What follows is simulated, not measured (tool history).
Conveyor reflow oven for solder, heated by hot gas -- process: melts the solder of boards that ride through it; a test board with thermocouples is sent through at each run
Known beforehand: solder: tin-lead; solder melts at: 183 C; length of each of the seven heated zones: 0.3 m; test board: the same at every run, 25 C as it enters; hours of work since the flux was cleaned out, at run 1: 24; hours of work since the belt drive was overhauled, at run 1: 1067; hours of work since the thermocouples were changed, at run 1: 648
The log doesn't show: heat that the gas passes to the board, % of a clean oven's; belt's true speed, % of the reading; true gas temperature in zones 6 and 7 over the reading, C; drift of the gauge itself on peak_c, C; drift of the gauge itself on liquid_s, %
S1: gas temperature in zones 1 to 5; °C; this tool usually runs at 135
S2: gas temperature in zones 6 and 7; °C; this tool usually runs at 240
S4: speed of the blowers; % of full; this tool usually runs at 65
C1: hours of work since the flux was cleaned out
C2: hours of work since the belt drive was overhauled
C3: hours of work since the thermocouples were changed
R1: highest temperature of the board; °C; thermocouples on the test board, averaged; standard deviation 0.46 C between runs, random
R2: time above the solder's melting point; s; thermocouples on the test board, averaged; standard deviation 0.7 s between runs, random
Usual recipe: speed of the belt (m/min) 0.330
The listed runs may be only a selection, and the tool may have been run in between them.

Run 1, day 0.000: usual settings; C1 24; C2 1067; C3 648. Result: R1 220.0 °C, R2 83.4 s.
Run 2, day 2.679: usual settings but S1 142 °C; C1 56; C2 1099; C3 680. Result: R1 221.1 °C, R2 88.6 s.
Run 3, day 4.842: usual settings but S1 142 °C; C1 81; C2 1124; C3 706. Result: R1 220.8 °C, R2 89.0 s.
Run 4, day 6.650: usual settings but S1 142 °C; C1 103; C2 1146; C3 727. Result: R1 221.2 °C, R2 88.7 s.
Run 5, day 9.554: usual settings but speed of the belt (m/min) 0.316; C1 137; C2 1180; C3 762. Result: R1 219.6 °C, R2 88.9 s.
Run 6, day 12.242: usual settings but speed of the belt (m/min) 0.316; C1 169; C2 1212; C3 793. Result: R1 219.6 °C, R2 89.0 s.
At day 14.258: thermocouples of zones 6 and 7 changed.
At day 15.329: belt drive overhauled, speed set with a stopwatch.
Run 7, day 15.371: usual settings but speed of the belt (m/min) 0.316; C1 203; C2 0; C3 11. Result: R1 219.8 °C, R2 85.9 s.
Run 8, day 18.358: usual settings but speed of the belt (m/min) 0.316; C1 238; C2 36; C3 47. Result: R1 220.2 °C, R2 85.6 s.
Run 9, day 20.483: usual settings but speed of the belt (m/min) 0.316; C1 264; C2 61; C3 72. Result: R1 219.1 °C, R2 85.7 s.
At day 23.142: flux residue cleaned out of gas plates and filters.
Run 10, day 23.333: usual settings but speed of the belt (m/min) 0.316, S4 58 % of full; C1 2; C2 92; C3 103. Result: R1 220.7 °C, R2 86.1 s.
Run 11, day 26.158: usual settings; C1 36; C2 126; C3 137. Result: R1 220.1 °C, R2 82.8 s.
Run 12, day 27.871: usual settings but S4 79 % of full; C1 56; C2 146; C3 157. Result: R1 222.2 °C, R2 86.5 s.
Run 13, day 29.521: usual settings but S4 79 % of full; C1 76; C2 166; C3 176. Result: R1 222.9 °C, R2 86.5 s.
Run 14, day 32.642: usual settings but speed of the belt (m/min) 0.394, S4 79 % of full; C1 113; C2 203; C3 213. Result: R1 216.4 °C, R2 64.2 s.
Run 15, day 35.654: usual settings but speed of the belt (m/min) 0.394, S4 79 % of full; C1 148; C2 238; C3 249. Result: R1 215.1 °C, R2 63.7 s.
Run 16, day 39.092: usual settings but speed of the belt (m/min) 0.394, S4 79 % of full; C1 189; C2 279; C3 290. Result: R1 215.1 °C, R2 63.5 s.
Run 17, day 40.608: usual settings but speed of the belt (m/min) 0.394, S4 79 % of full; C1 207; C2 297; C3 308. Result: R1 215.8 °C, R2 64.1 s.
Run 18, day 44.054: usual settings but speed of the belt (m/min) 0.394, S4 79 % of full; C1 248; C2 338; C3 349. Result: R1 214.3 °C, R2 63.2 s.
Run 19, day 46.108: usual settings but speed of the belt (m/min) 0.394, S4 79 % of full; C1 272; C2 362; C3 373. Result: R1 214.9 °C, R2 63.6 s.
At day 48.062: flux residue cleaned out of gas plates and filters.
Run 20, day 48.696: usual settings but S2 244 °C, S4 53 % of full; C1 8; C2 390; C3 401. Result: R1 219.8 °C, R2 81.9 s.
Run 21, day 52.088: usual settings but S2 235 °C, speed of the belt (m/min) 0.360; C1 48; C2 431; C3 441. Result: R1 212.1 °C, R2 67.9 s.
Run 22, day 53.654: usual settings but S1 131 °C, S2 234 °C, speed of the belt (m/min) 0.397, S4 76 % of full; C1 66; C2 449; C3 460. Result: R1 209.8 °C, R2 55.4 s.
Run 23, day 56.925: usual settings but S1 137 °C, S2 244 °C, speed of the belt (m/min) 0.364, S4 77 % of full; C1 105; C2 488; C3 499. Result: R1 222.1 °C, R2 78.7 s.
Run 24, day 58.942: usual settings but S1 137 °C, S2 244 °C, speed of the belt (m/min) 0.364, S4 77 % of full; C1 129; C2 512; C3 523. Result: R1 222.4 °C, R2 77.8 s.
Run 25, day 60.512: usual settings but S1 137 °C, S2 244 °C, speed of the belt (m/min) 0.364, S4 77 % of full; C1 148; C2 530; C3 541. Result: R1 222.0 °C, R2 78.0 s.
Run 26, day 62.538: usual settings but S1 127 °C, S2 249 °C, speed of the belt (m/min) 0.267, S4 87 % of full; C1 171; C2 554; C3 565. Result: R1 236.5 °C, R2 118.0 s.
Run 27, day 65.179: usual settings but S1 127 °C, S2 249 °C, speed of the belt (m/min) 0.267, S4 87 % of full; C1 203; C2 586; C3 596. Result: R1 236.7 °C, R2 117.2 s.
Run 28, day 66.838: usual settings but S1 129 °C, S2 243 °C, S4 73 % of full; C1 222; C2 605; C3 616. Result: R1 222.4 °C, R2 80.3 s.
Run 29, day 70.338: usual settings but S1 129 °C, S2 243 °C, S4 73 % of full; C1 264; C2 647; C3 658. Result: R1 221.0 °C, R2 81.7 s.

Consider 5 possible next runs. They are alternatives, not a sequence: every one starts from the tool as it was left by run 29. What does each give?
Run A, day 72.600: usual settings but S1 137 °C, S2 254 °C, S4 73 % of full; C1 291; C2 674; C3 684. Result: R1 ?, R2 ?.
Run B, day 72.600: usual settings but S2 254 °C, S4 73 % of full; C1 291; C2 674; C3 684. Result: R1 ?, R2 ?.
Run C, day 72.600: usual settings but S1 129 °C, S2 237 °C, speed of the belt (m/min) 0.296, S4 57 % of full; C1 291; C2 674; C3 684. Result: R1 ?, R2 ?.
Run D, day 72.600: usual settings but S1 133 °C, S2 243 °C, S4 73 % of full; C1 291; C2 674; C3 684. Result: R1 ?, R2 ?.
Run E, day 72.600: usual settings but S1 136 °C, S4 52 % of full; C1 291; C2 674; C3 684. Result: R1 ?, R2 ?.

run     R1    R2
  A  231.5  95.2
  B  231.8  94.7
  C  216.1  85.1
  D  221.0  84.6
  E  214.3  76.3
Had the tool no hidden state, the same runs would have come out as:
run     R1    R2
  A  234.0  95.8
  B  234.3  95.5
  C  218.1  86.9
  D  223.4  86.1
  E  216.3  78.1

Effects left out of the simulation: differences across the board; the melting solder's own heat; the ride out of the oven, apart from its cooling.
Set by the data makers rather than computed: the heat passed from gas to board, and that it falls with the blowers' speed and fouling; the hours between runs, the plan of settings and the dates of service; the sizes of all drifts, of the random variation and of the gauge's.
